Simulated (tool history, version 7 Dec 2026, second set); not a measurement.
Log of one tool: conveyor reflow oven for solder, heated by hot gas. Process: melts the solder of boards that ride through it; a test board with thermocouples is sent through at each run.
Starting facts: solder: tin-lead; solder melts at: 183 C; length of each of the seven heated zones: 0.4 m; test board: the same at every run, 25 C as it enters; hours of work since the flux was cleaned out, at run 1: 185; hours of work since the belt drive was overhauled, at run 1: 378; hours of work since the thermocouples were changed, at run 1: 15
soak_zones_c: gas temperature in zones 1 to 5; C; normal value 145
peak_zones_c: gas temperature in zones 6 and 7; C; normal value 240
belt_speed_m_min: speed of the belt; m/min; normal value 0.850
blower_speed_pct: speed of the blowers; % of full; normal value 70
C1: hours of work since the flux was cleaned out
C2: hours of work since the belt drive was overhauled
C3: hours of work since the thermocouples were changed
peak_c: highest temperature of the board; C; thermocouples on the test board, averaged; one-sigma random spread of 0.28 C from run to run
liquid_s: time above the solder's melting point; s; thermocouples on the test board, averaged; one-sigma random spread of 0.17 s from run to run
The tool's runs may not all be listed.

Run 1, day 0.000: usual settings; C1 185; C2 378; C3 15. Result: peak_c 220.4 C, liquid_s 45.6 s.
Run 2, day 0.829: usual settings; C1 200; C2 393; C3 30. Result: peak_c 220.5 C, liquid_s 45.3 s.
Run 3, day 1.333: usual settings; C1 209; C2 402; C3 39. Result: peak_c 220.8 C, liquid_s 45.4 s.
Run 4, day 2.175: usual settings but belt_speed_m_min 0.732 m/min; C1 224; C2 417; C3 54. Result: peak_c 224.9 C, liquid_s 55.9 s.
Run 5, day 2.621: usual settings but peak_zones_c 249 C, belt_speed_m_min 0.732 m/min; C1 231; C2 424; C3 62. Result: peak_c 233.0 C, liquid_s 59.6 s.
Run 6, day 3.304: usual settings but belt_speed_m_min 0.799 m/min; C1 244; C2 437; C3 74. Result: peak_c 222.2 C, liquid_s 49.8 s.
Run 7, day 3.975: usual settings but belt_speed_m_min 0.799 m/min; C1 256; C2 449; C3 86. Result: peak_c 222.6 C, liquid_s 49.4 s.
Run 8, day 4.512: usual settings; C1 265; C2 458; C3 95. Result: peak_c 220.8 C, liquid_s 45.1 s.
Run 9, day 5.300: usual settings; C1 279; C2 472; C3 109. Result: peak_c 220.4 C, liquid_s 45.3 s.
Run 10, day 6.025: usual settings; C1 292; C2 485; C3 122. Result: peak_c 220.3 C, liquid_s 45.3 s.
Run 11, day 6.500: usual settings but soak_zones_c 149 C, blower_speed_pct 55 % of full; C1 300; C2 493; C3 130. Result: peak_c 215.7 C, liquid_s 43.0 s.
Run 12, day 6.988: usual settings but soak_zones_c 155 C; C1 309; C2 502; C3 139. Result: peak_c 222.5 C, liquid_s 49.6 s.
Run 13, day 7.838: usual settings but soak_zones_c 138 C, belt_speed_m_min 0.716 m/min; C1 324; C2 517; C3 154. Result: peak_c 224.4 C, liquid_s 54.8 s.
Run 14, day 8.354: usual settings but soak_zones_c 138 C, belt_speed_m_min 0.716 m/min; C1 333; C2 526; C3 163. Result: peak_c 224.6 C, liquid_s 55.1 s.
Run 15, day 8.808: usual settings but soak_zones_c 155 C, peak_zones_c 250 C, belt_speed_m_min 0.883 m/min, blower_speed_pct 62 % of full; C1 341; C2 534; C3 171. Result: peak_c 226.5 C, liquid_s 49.5 s.
Run 16, day 9.438: usual settings but soak_zones_c 155 C, peak_zones_c 250 C, belt_speed_m_min 0.883 m/min, blower_speed_pct 62 % of full; C1 352; C2 545; C3 182. Result: peak_c 226.1 C, liquid_s 49.3 s.
Run 17, day 10.042: usual settings but soak_zones_c 155 C, peak_zones_c 250 C, belt_speed_m_min 0.883 m/min, blower_speed_pct 62 % of full; C1 363; C2 556; C3 193. Result: peak_c 226.6 C, liquid_s 49.1 s.
At day 10.412: flux residue cleaned out of gas plates and filters.
Run 18, day 10.729: usual settings but belt_speed_m_min 1.005 m/min; C1 6; C2 564; C3 202. Result: peak_c 214.0 C, liquid_s 34.6 s.
Run 19, day 11.538: usual settings but peak_zones_c 248 C, blower_speed_pct 64 % of full; C1 20; C2 579; C3 216. Result: peak_c 225.1 C, liquid_s 47.7 s.
Run 20, day 12.371: usual settings but belt_speed_m_min 0.970 m/min; C1 35; C2 594; C3 231. Result: peak_c 215.8 C, liquid_s 36.8 s.

Hidden condition of the tool, last listed run before each entry between runs versus first listed run after:
Between runs 17 and 18: flux residue cleaned out of gas plates and filters (day 10.412)
  heat that the gas passes to the board, % of a clean oven's: 99.7 -> 100
